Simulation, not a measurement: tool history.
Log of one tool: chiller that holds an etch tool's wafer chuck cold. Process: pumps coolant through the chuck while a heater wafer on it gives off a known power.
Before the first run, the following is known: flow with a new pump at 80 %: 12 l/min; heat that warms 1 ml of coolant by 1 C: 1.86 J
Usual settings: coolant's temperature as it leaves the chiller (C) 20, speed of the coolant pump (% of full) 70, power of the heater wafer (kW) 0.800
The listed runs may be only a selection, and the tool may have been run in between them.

run,hour,coolant's temperature as it leaves the chiller (C),speed of the coolant pump (% of full),power of the heater wafer (kW),chuck's temperature once it has settled (C),how much warmer the coolant comes back (C)
1,0.0,20,70,0.800,29.1,2.47
2,69.2,27,70,0.800,36.3,2.49
3,112.6,27,70,0.800,36.4,2.50
4,186.9,27,70,1.017,38.7,3.20
5,269.0,27,70,1.017,38.7,3.16
6,322.6,27,70,1.017,38.5,3.22
7,375.2,27,70,1.017,38.7,3.27
8,420.5,20,70,0.981,31.5,3.16
9,476.6,20,75,0.800,28.8,2.39
10,525.6,21,70,0.800,30.2,2.55
11,602.3,21,70,0.800,30.3,2.54
12,676.1,21,70,0.800,30.2,2.60
13,737.1,21,70,0.800,30.2,2.60
14,825.8,21,70,0.800,30.4,2.64
15,870.5,21,70,0.800,30.4,2.65
16,915.5,21,70,0.800,30.4,2.63
17,974.2,21,78,0.800,29.3,2.37
18,1054.6,18,78,0.794,26.2,2.39
19,1128.1,20,78,1.171,32.4,3.52
20,1210.4,28,70,0.545,34.2,1.90
21,1296.3,14,72,0.571,20.4,1.98
22,1382.2,14,72,0.571,20.4,2.03
23,1438.1,15,70,0.767,23.7,2.67
24,1478.6,17,63,0.800,27.2,3.08
25,1546.2,17,63,0.800,27.3,3.10
26,1598.2,13,82,0.800,21.0,2.42
27,1652.6,13,82,0.800,21.0,2.41
28,1713.5,24,70,0.540,30.3,2.03
29,1761.6,24,70,0.540,30.1,2.01
30,1810.1,24,70,0.540,30.3,2.07
# hour 1859.4: gauge calibrated
31,1872.1,24,70,0.496,29.7,1.57

Some steps in how much warmer the coolant comes back (C), run to run, broken into two amounts with sign: the step expected even without the hidden condition (settings, incoming material, random variation), and the rest, left for the hidden condition together with whatever gauge scatter is not in both the measured and the hidden-condition-free result:
Hidden conditions of the tool in this case: heat passed by the chuck's channels, % of clean ones'; flow at a given pump speed, % of a new pump's; coolant's true temperature over the reading, C; drift of the gauge itself on chuck_c, C; drift of the gauge itself on warmer_back_c, C.
Run 3 -> 4: power of the heater wafer (kW) 0.800 -> 1.017. how much warmer the coolant comes back (C) +0.70: hidden state +0.02, all else +0.68.
Run 8 -> 9: speed of the coolant pump (% of full) 70 -> 75, power of the heater wafer (kW) 0.981 -> 0.800. how much warmer the coolant comes back (C) -0.77: hidden state +0.01, all else -0.78.
Run 11 -> 12: no setting touched and nothing written in the log between the runs. how much warmer the coolant comes back (C) +0.06: hidden state +0.02, all else +0.04.
Run 18 -> 19: coolant's temperature as it leaves the chiller (C) 18 -> 20, power of the heater wafer (kW) 0.794 -> 1.171. how much warmer the coolant comes back (C) +1.13: hidden state +0.02, all else +1.11.
Run 19 -> 20: coolant's temperature as it leaves the chiller (C) 20 -> 28, speed of the coolant pump (% of full) 78 -> 70, power of the heater wafer (kW) 1.171 -> 0.545. how much warmer the coolant comes back (C) -1.62: hidden state +0.01, all else -1.63.
Run 30 -> 31: power of the heater wafer (kW) 0.540 -> 0.496, gauge calibrated. how much warmer the coolant comes back (C) -0.50: hidden state -0.33, all else -0.17.
